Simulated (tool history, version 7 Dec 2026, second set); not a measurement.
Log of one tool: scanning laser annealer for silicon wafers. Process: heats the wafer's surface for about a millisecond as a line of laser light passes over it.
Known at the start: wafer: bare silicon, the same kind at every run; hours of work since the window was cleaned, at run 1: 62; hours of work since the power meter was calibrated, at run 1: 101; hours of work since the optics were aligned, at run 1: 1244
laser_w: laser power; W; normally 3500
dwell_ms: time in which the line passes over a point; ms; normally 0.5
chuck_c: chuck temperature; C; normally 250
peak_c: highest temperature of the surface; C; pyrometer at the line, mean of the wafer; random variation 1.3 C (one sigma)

run   hour  laser_w  dwell_ms  chuck_c  hours of work since the window was cleaned  hours of work since the power meter was calibrated  hours of work since the optics were aligned  peak_c
  1      0     3500       0.5      250                                          62                                                 101                                         1244     965
  2   27.5     3500       0.5      250                                          78                                                 118                                         1261     968
  3   45.5     3500     0.532      250                                          89                                                 128                                         1271     992
  4   81.9     3500     0.532      250                                         111                                                 150                                         1293     989
  5  104.9     3500       0.5      250                                         124                                                 164                                         1307     965
  6  141.1     3500       0.5      250                                         146                                                 186                                         1329     964
  7  177.6     3500       0.5      250                                         168                                                 207                                         1350     963
  8    207     3500       0.5      250                                         185                                                 225                                         1368     964
  9  225.4     3500       0.5      250                                         196                                                 236                                         1379     963
 10  245.5     3604       0.5      250                                         209                                                 248                                         1391     985
 11  279.3     3604       0.5      250                                         229                                                 268                                         1411     985
 12  294.7     3500       0.5      250                                         238                                                 278                                         1421     960
 13  320.2     3500       0.5      250                                         253                                                 293                                         1436     963
 14  338.4     3500       0.5      250                                         264                                                 304                                         1447     962
 15    368     3500     0.386      250                                         282                                                 321                                         1464     858
 16  384.9     3500     0.386      250                                         292                                                 331                                         1474     860
 17  412.4     3500     0.386      250                                         308                                                 348                                         1491     859
 18  440.2     3500     0.386      250                                         325                                                 365                                         1508     861
 19  462.5     3284     0.413      250                                         338                                                 378                                         1521     836
 20    494     3500     0.571      274                                         357                                                 397                                         1540    1037
 21  515.2     3500     0.571      274                                         370                                                 409                                         1552    1036
 22  540.6     3821     0.357      233                                         385                                                 425                                         1568     875
 23  568.3     3259     0.457      225                                         402                                                 441                                         1584     838
 24  587.7     3259     0.457      225                                         413                                                 453                                         1596     838
 25  620.3     3259     0.457      225                                         433                                                 472                                         1615     841
 26  652.4     3259     0.457      233                                         452                                                 492                                         1635     847
 27  678.2     3282       0.5      286                                         467                                                 507                                         1650     937
 28  709.4     3573       0.5      250                                         486                                                 526                                         1669     971
 29  730.5     3563     0.534      250                                         499                                                 538                                         1681     994
 30  749.4     3563     0.534      245                                         510                                                 550                                         1693     990
 31  770.9     3427       0.5      265                                         523                                                 562                                         1705     948
 32  788.5     3835     0.449      222                                         534                                                 573                                         1716     954
 33  823.4     3194     0.494      268                                         554                                                 594                                         1737     894
 34  860.1     3683     0.603      250                                         576                                                 616                                         1759    1079
 35    889     3699     0.517      250                                         594                                                 633                                         1776    1011
 36  921.2     3683     0.354      249                                         613                                                 652                                         1795     858

What if the next run were any one of these 5? Each begins from the tool's condition after run 36:
  A  939.3     3341       0.5      250                                         624                                                 663                                         1806       ?
  B  939.3     3129     0.351      260                                         624                                                 663                                         1806       ?
  C  939.3     3435     0.519      250                                         624                                                 663                                         1806       ?
  D  939.3     3462     0.477      281                                         624                                                 663                                         1806       ?
  E  939.3     3107     0.499      250                                         624                                                 663                                         1806       ?

run  peak_c
  A     911
  B     760
  C     947
  D     953
  E     857
Stripped of hidden state, with their random variation kept, the same runs would have yielded:
run  peak_c
  A     937
  B     780
  C     976
  D     981
  E     881
